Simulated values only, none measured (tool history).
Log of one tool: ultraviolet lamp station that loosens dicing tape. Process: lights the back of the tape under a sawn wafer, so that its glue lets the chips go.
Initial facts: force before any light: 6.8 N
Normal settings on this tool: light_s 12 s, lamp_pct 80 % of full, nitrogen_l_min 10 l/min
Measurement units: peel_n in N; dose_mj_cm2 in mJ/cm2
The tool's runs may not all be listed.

run,day,light_s,lamp_pct,nitrogen_l_min,peel_n,dose_mj_cm2
1,0,12,80,10,0.861,331
# day 2.662: window cleaned of glue's vapour
2,2.962,12,80,10,1.126,281
3,5.817,12,80,11,1.194,276
4,8,12,80,11,1.246,264
5,11.142,12,80,11,1.333,246
# day 13.738: window cleaned of glue's vapour, once more
6,14.621,12,80,11,0.878,323
7,17.829,12,80,7,1.127,299
8,20.421,12,80,10,1.053,292
9,23.229,12,80,10,1.131,278
10,25.946,12,80,10,1.231,267
11,28.467,7,81,14,2.315,149
12,30.075,7,81,14,2.554,149
13,33.512,7,81,14,2.631,136
# day 36.312: lamp changed
14,37.133,7,81,14,1.572,218
15,40.008,7,81,14,1.657,210
16,43.475,14,70,4,1.153,344
17,45.271,14,70,4,1.199,335
18,47.812,12,86,8,0.885,341

Run 19, settings as shown, results not yet in. Your forecast:
19,51.017,12,87,7,?,?

peel_n: 1.014 N
dose_mj_cm2: 332 mJ/cm2
Were there no unlogged condition in the tool, this run, its random variation unchanged, would have produced peel_n 0.567 N, dose_mj_cm2 445 mJ/cm2.

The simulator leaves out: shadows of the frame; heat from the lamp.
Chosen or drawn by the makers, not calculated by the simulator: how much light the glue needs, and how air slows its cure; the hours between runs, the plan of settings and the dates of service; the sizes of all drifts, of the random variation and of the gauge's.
